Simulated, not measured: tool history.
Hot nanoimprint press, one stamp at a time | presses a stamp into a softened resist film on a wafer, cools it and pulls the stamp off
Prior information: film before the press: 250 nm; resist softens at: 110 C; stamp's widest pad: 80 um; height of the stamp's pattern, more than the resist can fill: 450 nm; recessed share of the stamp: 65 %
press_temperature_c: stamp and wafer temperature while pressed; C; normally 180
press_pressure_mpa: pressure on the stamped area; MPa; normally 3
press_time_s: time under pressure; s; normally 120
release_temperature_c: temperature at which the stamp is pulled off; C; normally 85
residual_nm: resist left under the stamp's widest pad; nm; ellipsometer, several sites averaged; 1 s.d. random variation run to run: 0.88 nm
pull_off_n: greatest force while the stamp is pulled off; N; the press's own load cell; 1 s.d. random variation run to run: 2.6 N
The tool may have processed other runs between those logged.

run 1 hour=0 | press_temperature_c=180 press_pressure_mpa=3 press_time_s=120 release_temperature_c=85 | residual_nm=143.6 pull_off_n=162
-- hour=8.3 stamp cleaned and given a new release coat
run 2 hour=28.9 | press_temperature_c=180 press_pressure_mpa=4.55 press_time_s=120 release_temperature_c=85 | residual_nm=120.7 pull_off_n=139
run 3 hour=60.4 | press_temperature_c=180 press_pressure_mpa=3 press_time_s=120 release_temperature_c=85 | residual_nm=145.8 pull_off_n=144
run 4 hour=84.6 | press_temperature_c=180 press_pressure_mpa=3 press_time_s=120 release_temperature_c=85 | residual_nm=144.4 pull_off_n=146
run 5 hour=117.3 | press_temperature_c=192 press_pressure_mpa=3 press_time_s=120 release_temperature_c=85 | residual_nm=85.3 pull_off_n=147
run 6 hour=140.1 | press_temperature_c=192 press_pressure_mpa=3 press_time_s=120 release_temperature_c=85 | residual_nm=87.5 pull_off_n=153
-- hour=175.1 plate thermocouple calibrated
run 7 hour=185.1 | press_temperature_c=192 press_pressure_mpa=3 press_time_s=120 release_temperature_c=85 | residual_nm=79.3 pull_off_n=150
run 8 hour=231.8 | press_temperature_c=180 press_pressure_mpa=3 press_time_s=96 release_temperature_c=85 | residual_nm=147.2 pull_off_n=157
run 9 hour=256.3 | press_temperature_c=180 press_pressure_mpa=3 press_time_s=82 release_temperature_c=85 | residual_nm=153.4 pull_off_n=156
run 10 hour=289 | press_temperature_c=191 press_pressure_mpa=3 press_time_s=82 release_temperature_c=85 | residual_nm=97.7 pull_off_n=157
-- hour=305.7 stamp cleaned and given a new release coat
run 11 hour=337.1 | press_temperature_c=191 press_pressure_mpa=3 press_time_s=82 release_temperature_c=85 | residual_nm=98.7 pull_off_n=138
run 12 hour=383 | press_temperature_c=180 press_pressure_mpa=3 press_time_s=120 release_temperature_c=85 | residual_nm=137.1 pull_off_n=143
run 13 hour=422.5 | press_temperature_c=180 press_pressure_mpa=3 press_time_s=163 release_temperature_c=85 | residual_nm=125.6 pull_off_n=146
run 14 hour=460.2 | press_temperature_c=180 press_pressure_mpa=3 press_time_s=163 release_temperature_c=85 | residual_nm=126.4 pull_off_n=151
run 15 hour=495.1 | press_temperature_c=182 press_pressure_mpa=3 press_time_s=163 release_temperature_c=85 | residual_nm=115.4 pull_off_n=155
-- hour=514.3 press's hydraulic seals changed and the load cell set to zero
run 16 hour=527.8 | press_temperature_c=175 press_pressure_mpa=3 press_time_s=77 release_temperature_c=85 | residual_nm=189.9 pull_off_n=153
run 17 hour=553.8 | press_temperature_c=178 press_pressure_mpa=2.3 press_time_s=90 release_temperature_c=93 | residual_nm=181.8 pull_off_n=139
run 18 hour=596.9 | press_temperature_c=169 press_pressure_mpa=4.55 press_time_s=130 release_temperature_c=74 | residual_nm=181 pull_off_n=184
-- hour=611 stamp cleaned and given a new release coat
run 19 hour=638.7 | press_temperature_c=176 press_pressure_mpa=4.55 press_time_s=130 release_temperature_c=89 | residual_nm=137.1 pull_off_n=132
run 20 hour=681.5 | press_temperature_c=176 press_pressure_mpa=4.55 press_time_s=130 release_temperature_c=89 | residual_nm=136.3 pull_off_n=136
run 21 hour=706.4 | press_temperature_c=186 press_pressure_mpa=2.95 press_time_s=103 release_temperature_c=85 | residual_nm=116.6 pull_off_n=145
run 22 hour=739.8 | press_temperature_c=174 press_pressure_mpa=1.84 press_time_s=176 release_temperature_c=79 | residual_nm=188.7 pull_off_n=163
run 23 hour=772.3 | press_temperature_c=180 press_pressure_mpa=1.84 press_time_s=176 release_temperature_c=79 | residual_nm=154.4 pull_off_n=159
run 24 hour=791.4 | press_temperature_c=180 press_pressure_mpa=1.84 press_time_s=176 release_temperature_c=79 | residual_nm=155.1 pull_off_n=166
run 25 hour=815.2 | press_temperature_c=189 press_pressure_mpa=3.72 press_time_s=83 release_temperature_c=84 | residual_nm=98.3 pull_off_n=156
run 26 hour=838.7 | press_temperature_c=180 press_pressure_mpa=2.23 press_time_s=120 release_temperature_c=92 | residual_nm=160.5 pull_off_n=141
run 27 hour=868.3 | press_temperature_c=180 press_pressure_mpa=2.23 press_time_s=120 release_temperature_c=92 | residual_nm=162.3 pull_off_n=148
-- hour=880.7 plate thermocouple calibrated
-- hour=908.7 stamp cleaned and given a new release coat
run 28 hour=917.6 | press_temperature_c=171 press_pressure_mpa=2.23 press_time_s=120 release_temperature_c=92 | residual_nm=205.4 pull_off_n=127
run 29 hour=944.6 | press_temperature_c=180 press_pressure_mpa=4.47 press_time_s=120 release_temperature_c=85 | residual_nm=112.8 pull_off_n=138

The logged runs with the hidden state left out (each run's random variation unchanged):
The tool's hidden condition here consists of: true temperature over the reading, C; pressure that arrives at the usual setting, %; grip of the stamp's worn release coat, % over a new coat's; drift of the gauge itself on residual_nm, %; drift of the gauge itself on pull_off_n, %.
run=1 residual_nm=135.3 pull_off_n=135
run=2 residual_nm=112.3 pull_off_n=135
run=3 residual_nm=136.6 pull_off_n=137
run=4 residual_nm=135 pull_off_n=136
run=5 residual_nm=79.1 pull_off_n=134
run=6 residual_nm=81.1 pull_off_n=138
run=7 residual_nm=78.8 pull_off_n=135
run=8 residual_nm=145.9 pull_off_n=137
run=9 residual_nm=151.8 pull_off_n=135
run=10 residual_nm=96.1 pull_off_n=133
run=11 residual_nm=96.7 pull_off_n=135
run=12 residual_nm=134 pull_off_n=135
run=13 residual_nm=122 pull_off_n=136
run=14 residual_nm=122.4 pull_off_n=137
run=15 residual_nm=111.2 pull_off_n=137
run=16 residual_nm=186.4 pull_off_n=134
run=17 residual_nm=178 pull_off_n=120
run=18 residual_nm=176 pull_off_n=154
run=19 residual_nm=131.9 pull_off_n=128
run=20 residual_nm=130.4 pull_off_n=129
run=21 residual_nm=111.7 pull_off_n=135
run=22 residual_nm=182.6 pull_off_n=149
run=23 residual_nm=147.7 pull_off_n=142
run=24 residual_nm=148.1 pull_off_n=147
run=25 residual_nm=92.9 pull_off_n=136
run=26 residual_nm=152.9 pull_off_n=121
run=27 residual_nm=154.3 pull_off_n=125
run=28 residual_nm=204.6 pull_off_n=126
run=29 residual_nm=111.3 pull_off_n=134
